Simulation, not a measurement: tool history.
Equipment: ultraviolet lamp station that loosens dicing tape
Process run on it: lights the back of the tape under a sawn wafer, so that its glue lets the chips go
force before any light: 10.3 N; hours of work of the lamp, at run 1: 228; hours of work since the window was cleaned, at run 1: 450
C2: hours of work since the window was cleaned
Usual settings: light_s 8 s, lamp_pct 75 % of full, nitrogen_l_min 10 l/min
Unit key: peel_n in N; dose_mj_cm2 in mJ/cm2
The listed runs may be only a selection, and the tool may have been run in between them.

{"run": 1, "day": 0.0, "light_s": 8, "lamp_pct": 75, "nitrogen_l_min": 10, "hours of work of the lamp": 228, "C2": 450, "peel_n": 1.12, "dose_mj_cm2": 342}
{"run": 2, "day": 0.612, "light_s": 8, "lamp_pct": 75, "nitrogen_l_min": 10, "hours of work of the lamp": 235, "C2": 458, "peel_n": 1.094, "dose_mj_cm2": 348}
{"run": 3, "day": 1.588, "light_s": 8, "lamp_pct": 75, "nitrogen_l_min": 10, "hours of work of the lamp": 247, "C2": 469, "peel_n": 1.066, "dose_mj_cm2": 348}
{"run": 4, "day": 2.646, "light_s": 8, "lamp_pct": 75, "nitrogen_l_min": 10, "hours of work of the lamp": 259, "C2": 482, "peel_n": 1.093, "dose_mj_cm2": 348}
{"run": 5, "day": 3.254, "light_s": 8, "lamp_pct": 75, "nitrogen_l_min": 10, "hours of work of the lamp": 267, "C2": 489, "peel_n": 1.11, "dose_mj_cm2": 346}
{"run": 6, "day": 3.758, "light_s": 10, "lamp_pct": 75, "nitrogen_l_min": 10, "hours of work of the lamp": 273, "C2": 495, "peel_n": 0.693, "dose_mj_cm2": 429}
{"run": 7, "day": 4.758, "light_s": 10, "lamp_pct": 71, "nitrogen_l_min": 10, "hours of work of the lamp": 284, "C2": 507, "peel_n": 0.747, "dose_mj_cm2": 409}
{"run": 8, "day": 5.429, "light_s": 8, "lamp_pct": 80, "nitrogen_l_min": 10, "hours of work of the lamp": 292, "C2": 515, "peel_n": 0.969, "dose_mj_cm2": 370}
{"run": 9, "day": 5.929, "light_s": 8, "lamp_pct": 75, "nitrogen_l_min": 9, "hours of work of the lamp": 298, "C2": 521, "peel_n": 1.159, "dose_mj_cm2": 347}
{"run": 10, "day": 6.492, "light_s": 8, "lamp_pct": 75, "nitrogen_l_min": 9, "hours of work of the lamp": 305, "C2": 528, "peel_n": 1.162, "dose_mj_cm2": 348}
{"run": 11, "day": 7.55, "light_s": 8, "lamp_pct": 75, "nitrogen_l_min": 9, "hours of work of the lamp": 318, "C2": 540, "peel_n": 1.156, "dose_mj_cm2": 350}
{"run": 12, "day": 8.621, "light_s": 8, "lamp_pct": 64, "nitrogen_l_min": 10, "hours of work of the lamp": 330, "C2": 553, "peel_n": 1.439, "dose_mj_cm2": 304}
{"day": 9.325, "done": "window cleaned of glue's vapour"}
{"run": 13, "day": 9.592, "light_s": 8, "lamp_pct": 64, "nitrogen_l_min": 10, "hours of work of the lamp": 342, "C2": 3, "peel_n": 1.443, "dose_mj_cm2": 298}
{"run": 14, "day": 10.154, "light_s": 8, "lamp_pct": 64, "nitrogen_l_min": 10, "hours of work of the lamp": 348, "C2": 10, "peel_n": 1.427, "dose_mj_cm2": 298}
{"run": 15, "day": 11.146, "light_s": 6, "lamp_pct": 87, "nitrogen_l_min": 5, "hours of work of the lamp": 360, "C2": 22, "peel_n": 2.091, "dose_mj_cm2": 302}
{"run": 16, "day": 11.896, "light_s": 6, "lamp_pct": 87, "nitrogen_l_min": 5, "hours of work of the lamp": 369, "C2": 31, "peel_n": 2.096, "dose_mj_cm2": 302}
{"run": 17, "day": 12.979, "light_s": 6, "lamp_pct": 87, "nitrogen_l_min": 6, "hours of work of the lamp": 382, "C2": 44, "peel_n": 1.933, "dose_mj_cm2": 302}
{"run": 18, "day": 13.604, "light_s": 10, "lamp_pct": 85, "nitrogen_l_min": 6, "hours of work of the lamp": 390, "C2": 51, "peel_n": 0.766, "dose_mj_cm2": 492}
{"run": 19, "day": 14.504, "light_s": 10, "lamp_pct": 85, "nitrogen_l_min": 6, "hours of work of the lamp": 400, "C2": 62, "peel_n": 0.782, "dose_mj_cm2": 487}
{"run": 20, "day": 15.458, "light_s": 13, "lamp_pct": 85, "nitrogen_l_min": 9, "hours of work of the lamp": 412, "C2": 73, "peel_n": 0.335, "dose_mj_cm2": 640}
{"run": 21, "day": 16.608, "light_s": 9, "lamp_pct": 65, "nitrogen_l_min": 14, "hours of work of the lamp": 425, "C2": 87, "peel_n": 0.926, "dose_mj_cm2": 340}
{"run": 22, "day": 17.562, "light_s": 9, "lamp_pct": 65, "nitrogen_l_min": 14, "hours of work of the lamp": 437, "C2": 98, "peel_n": 0.937, "dose_mj_cm2": 339}
{"run": 23, "day": 18.45, "light_s": 9, "lamp_pct": 82, "nitrogen_l_min": 8, "hours of work of the lamp": 447, "C2": 109, "peel_n": 0.83, "dose_mj_cm2": 425}
{"run": 24, "day": 19.296, "light_s": 9, "lamp_pct": 82, "nitrogen_l_min": 8, "hours of work of the lamp": 457, "C2": 119, "peel_n": 0.847, "dose_mj_cm2": 427}
{"run": 25, "day": 20.025, "light_s": 4, "lamp_pct": 96, "nitrogen_l_min": 19, "hours of work of the lamp": 466, "C2": 127, "peel_n": 1.715, "dose_mj_cm2": 223}

Entry by entry between the runs, the difference in hidden state between the last listed run before and the first listed run after:
From run 12 to run 13: window cleaned of glue's vapour (day 9.325)
  light that the window lets through, % of a clean one's: 99.9 -> 100
